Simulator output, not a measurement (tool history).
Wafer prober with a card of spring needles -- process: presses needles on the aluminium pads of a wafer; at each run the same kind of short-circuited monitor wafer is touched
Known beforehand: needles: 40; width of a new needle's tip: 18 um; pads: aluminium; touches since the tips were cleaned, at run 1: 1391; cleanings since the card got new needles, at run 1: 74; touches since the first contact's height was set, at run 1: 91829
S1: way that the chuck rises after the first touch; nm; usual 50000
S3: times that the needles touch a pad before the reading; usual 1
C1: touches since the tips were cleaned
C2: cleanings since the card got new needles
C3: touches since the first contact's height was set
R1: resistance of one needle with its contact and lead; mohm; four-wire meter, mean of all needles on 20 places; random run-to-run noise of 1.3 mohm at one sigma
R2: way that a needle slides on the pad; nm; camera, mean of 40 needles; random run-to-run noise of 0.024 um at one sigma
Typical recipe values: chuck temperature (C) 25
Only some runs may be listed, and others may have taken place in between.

{"run": 1, "hour": 0.0, "S1": 50000, "chuck temperature (C)": 25, "S3": 1, "C1": 1391, "C2": 74, "C3": 91829, "R1": 155, "R2": 6690}
{"hour": 20.4, "done": "tips cleaned on abrasive film"}
{"hour": 20.7, "done": "height of the first contact set anew"}
{"run": 2, "hour": 31.8, "S1": 50000, "chuck temperature (C)": 25, "S3": 1, "C1": 1945, "C2": 75, "C3": 1945, "R1": 168, "R2": 6950}
{"hour": 46.7, "done": "tips cleaned on abrasive film"}
{"hour": 73.5, "done": "tips cleaned on abrasive film"}
{"run": 3, "hour": 77.2, "S1": 50000, "chuck temperature (C)": 25, "S3": 1, "C1": 647, "C2": 77, "C3": 9853, "R1": 129, "R2": 6930}
{"hour": 103.0, "done": "tips cleaned on abrasive film"}
{"run": 4, "hour": 117.1, "S1": 50000, "chuck temperature (C)": 25, "S3": 1, "C1": 2482, "C2": 78, "C3": 16824, "R1": 176, "R2": 6900}
{"hour": 131.2, "done": "tips cleaned on abrasive film"}
{"hour": 157.6, "done": "tips cleaned on abrasive film"}
{"run": 5, "hour": 166.2, "S1": 50000, "chuck temperature (C)": 57, "S3": 1, "C1": 1490, "C2": 80, "C3": 25363, "R1": 165, "R2": 6890}
{"hour": 187.1, "done": "tips cleaned on abrasive film"}
{"run": 6, "hour": 211.9, "S1": 31000, "chuck temperature (C)": 57, "S3": 1, "C1": 4334, "C2": 81, "C3": 33343, "R1": 385, "R2": 4220}
{"hour": 214.7, "done": "tips cleaned on abrasive film"}
{"hour": 242.3, "done": "tips cleaned on abrasive film"}
{"run": 7, "hour": 256.3, "S1": 50000, "chuck temperature (C)": 25, "S3": 1, "C1": 2447, "C2": 83, "C3": 41084, "R1": 187, "R2": 6810}
{"hour": 271.3, "done": "tips cleaned on abrasive film"}
{"run": 8, "hour": 281.7, "S1": 50000, "chuck temperature (C)": 25, "S3": 1, "C1": 1824, "C2": 84, "C3": 45514, "R1": 173, "R2": 6790}
{"hour": 299.2, "done": "tips cleaned on abrasive film"}
{"hour": 324.9, "done": "tips cleaned on abrasive film"}
{"run": 9, "hour": 339.1, "S1": 50000, "chuck temperature (C)": 116, "S3": 1, "C1": 2478, "C2": 86, "C3": 55516, "R1": 190, "R2": 6810}
{"hour": 354.8, "done": "tips cleaned on abrasive film"}
{"hour": 382.2, "done": "tips cleaned on abrasive film"}
{"run": 10, "hour": 390.3, "S1": 31000, "chuck temperature (C)": 86, "S3": 1, "C1": 1413, "C2": 88, "C3": 64436, "R1": 264, "R2": 4070}
{"hour": 407.7, "done": "tips cleaned on abrasive film"}
{"run": 11, "hour": 419.5, "S1": 45000, "chuck temperature (C)": 86, "S3": 1, "C1": 2060, "C2": 89, "C3": 69523, "R1": 203, "R2": 6000}

What will run 12 give?
{"hour": 436.0, "done": "tips cleaned on abrasive film"}
{"run": 12, "hour": 455.9, "S1": 70000, "chuck temperature (C)": 25, "S3": 1, "C1": 3496, "C2": 90, "C3": 75883, "R1": "?", "R2": "?"}

{"run 12": {"R1": 157, "R2": 9490}}
With no hidden state in the tool, this same run would have given R1 98 mohm, R2 9760 nm.

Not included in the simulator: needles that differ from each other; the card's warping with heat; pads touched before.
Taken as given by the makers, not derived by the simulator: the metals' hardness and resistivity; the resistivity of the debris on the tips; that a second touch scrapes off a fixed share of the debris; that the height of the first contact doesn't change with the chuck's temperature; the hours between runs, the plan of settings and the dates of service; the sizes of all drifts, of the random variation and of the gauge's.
